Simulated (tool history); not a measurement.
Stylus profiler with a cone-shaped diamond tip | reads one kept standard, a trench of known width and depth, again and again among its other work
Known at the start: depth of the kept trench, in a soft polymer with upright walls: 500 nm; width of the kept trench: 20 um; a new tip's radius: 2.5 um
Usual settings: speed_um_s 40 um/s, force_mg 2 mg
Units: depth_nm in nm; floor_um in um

| run | hour | speed_um_s | force_mg | depth_nm | floor_um |
|---|---|---|---|---|---|
| 1 | 0 | 40 | 2 | 502.46 | 16.5 |
| 2 | 34.7 | 40 | 2 | 502.44 | 16.48 |
| 3 | 58 | 40 | 2 | 502.27 | 16.43 |
| 4 | 82.2 | 40 | 2 | 502.27 | 16.43 |
| 5 | 124.5 | 40 | 2 | 502 | 16.46 |
| 6 | 173.3 | 15 | 2 | 501.77 | 16.5 |
| 7 | 204.8 | 15 | 2 | 502.22 | 16.44 |
| 8 | 227.4 | 15 | 2 | 501.82 | 16.5 |
| 9 | 261.5 | 40 | 2 | 501.86 | 16.37 |
| 10 | 304.7 | 40 | 2 | 501.81 | 16.31 |
| 11 | 337.2 | 40 | 2 | 501.53 | 16.35 |
| 12 | 385.2 | 40 | 2 | 501.33 | 16.27 |
| 13 | 410.9 | 40 | 2 | 501.78 | 16.3 |
| 14 | 440.7 | 40 | 2 | 501.4 | 16.35 |
| 15 | 481.8 | 40 | 2 | 501.17 | 16.27 |
| 16 | 531.7 | 40 | 2 | 501.14 | 16.22 |
| 17 | 570.6 | 136 | 2 | 501.3 | 15.69 |
| 18 | 605.5 | 40 | 2.39 | 501.51 | 16.23 |
| 19 | 638.2 | 40 | 2.39 | 501.42 | 16.14 |
| 20 | 666.5 | 40 | 2.39 | 501.47 | 16.1 |
| 21 | 709.2 | 40 | 2 | 500.98 | 16.17 |
| 22 | 749.7 | 40 | 2 | 500.97 | 16.1 |
| 23 | 771 | 40 | 2 | 500.85 | 16.12 |
| 24 | 814.1 | 40 | 2 | 500.61 | 16.03 |
| 25 | 852.5 | 41 | 0.68 | 499.03 | 15.9 |
| 26 | 888.9 | 17 | 2 | 500.77 | 16.13 |
| 27 | 909.7 | 37 | 2.09 | 500.41 | 16.05 |
| 28 | 946.8 | 27 | 1.32 | 499.45 | 16.07 |
| 29 | 997.4 | 27 | 1.32 | 499.92 | 16.05 |
| 30 | 1022.9 | 27 | 1.32 | 499.57 | 16.02 |
| 31 | 1074.1 | 40 | 1.96 | 500.27 | 15.94 |
| 32 | 1103.2 | 40 | 1.96 | 500.04 | 15.97 |
| 33 | 1125.1 | 49 | 5.09 | 502.66 | 15.96 |
| 34 | 1163.2 | 21 | 0.99 | 498.73 | 15.98 |
| 35 | 1189.6 | 94 | 2.25 | 500.35 | 15.67 |
| 36 | 1219.1 | 56 | 5.18 | 502.64 | 15.91 |
| 37 | 1256.3 | 10 | 5.66 | 502.9 | 16.07 |
| 38 | 1282.2 | 12 | 0.67 | 498.35 | 15.95 |
| 39 | 1328.2 | 22 | 1.87 | 499.59 | 15.86 |
| 40 | 1370.3 | 47 | 0.98 | 498.62 | 15.71 |
| 41 | 1397.5 | 47 | 4.48 | 501.69 | 15.86 |
| 42 | 1437.9 | 22 | 2.12 | 499.83 | 15.83 |
| 43 | 1470.7 | 40 | 0.77 | 498.11 | 15.66 |
| 44 | 1511.2 | 49 | 4.68 | 501.92 | 15.8 |
| 45 | 1550.5 | 49 | 4.68 | 501.52 | 15.8 |
| 46 | 1600.2 | 36 | 2.41 | 499.82 | 15.77 |

The next listed run, before its measurement:
| 47 | 1638.8 | 33 | 2.32 | ? | ? |

depth_nm: 499.65 nm
floor_um: 15.76 um
Without the tool's hidden state the same run would have given depth_nm 503.48 nm, floor_um 16.88 um.
